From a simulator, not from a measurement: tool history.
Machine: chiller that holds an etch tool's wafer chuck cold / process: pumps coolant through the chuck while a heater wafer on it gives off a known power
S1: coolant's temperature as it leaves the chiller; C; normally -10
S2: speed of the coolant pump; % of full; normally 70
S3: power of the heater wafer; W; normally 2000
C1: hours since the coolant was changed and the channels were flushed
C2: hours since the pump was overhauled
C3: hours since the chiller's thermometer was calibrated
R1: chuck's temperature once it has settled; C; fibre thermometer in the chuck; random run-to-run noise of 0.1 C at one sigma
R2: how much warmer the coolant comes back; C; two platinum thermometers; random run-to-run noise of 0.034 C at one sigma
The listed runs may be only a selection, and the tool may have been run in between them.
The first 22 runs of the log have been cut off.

run 23 day=76.883 | S1=-5 S2=64 S3=1207 | C1=473 C2=4985 C3=242 | R1=9.1 R2=4.05
run 24 day=81.783 | S1=-5 S2=83 S3=2018 | C1=590 C2=5102 C3=359 | R1=14.4 R2=5.21
run 25 day=86.417 | S1=-5 S2=83 S3=1758 | C1=701 C2=5213 C3=471 | R1=11.9 R2=4.49
run 26 day=89.671 | S1=-7 S2=84 S3=2675 | C1=780 C2=5292 C3=549 | R1=18.6 R2=6.83
run 27 day=93.767 | S1=-18 S2=70 S3=1087 | C1=878 C2=5390 C3=647 | R1=-6.1 R2=3.41
run 28 day=96.454 | S1=-18 S2=70 S3=1087 | C1=942 C2=5454 C3=712 | R1=-6 R2=3.4
run 29 day=98.617 | S1=-18 S2=70 S3=1087 | C1=994 C2=5506 C3=763 | R1=-6.1 R2=3.41
run 30 day=103.558 | S1=-18 S2=70 S3=2000 | C1=1113 C2=5625 C3=882 | R1=4.3 R2=6.23
run 31 day=107.267 | S1=-18 S2=70 S3=2000 | C1=1202 C2=5714 C3=971 | R1=4.3 R2=6.25
run 32 day=109.817 | S1=-9 S2=70 S3=1134 | C1=1263 C2=5775 C3=1032 | R1=3.6 R2=3.51

Here are 3 independent what-if runs from the current tool condition. What would each one return?
run A day=114.142 | S1=-17 S2=70 S3=1134 | C1=1367 C2=5879 C3=1136 | R1=? R2=?
run B day=114.142 | S1=-10 S2=66 S3=2000 | C1=1367 C2=5879 C3=1136 | R1=? R2=?
run C day=114.142 | S1=-19 S2=62 S3=2000 | C1=1367 C2=5879 C3=1136 | R1=? R2=?

run=A R1=-4.5 R2=3.58
run=B R1=13.5 R2=6.61
run=C R1=5.8 R2=7.06
Without the tool's unlogged condition, the same runs would have read:
run=A R1=-5.4 R2=3.25
run=B R1=11.6 R2=5.99
run=C R1=3.8 R2=6.39

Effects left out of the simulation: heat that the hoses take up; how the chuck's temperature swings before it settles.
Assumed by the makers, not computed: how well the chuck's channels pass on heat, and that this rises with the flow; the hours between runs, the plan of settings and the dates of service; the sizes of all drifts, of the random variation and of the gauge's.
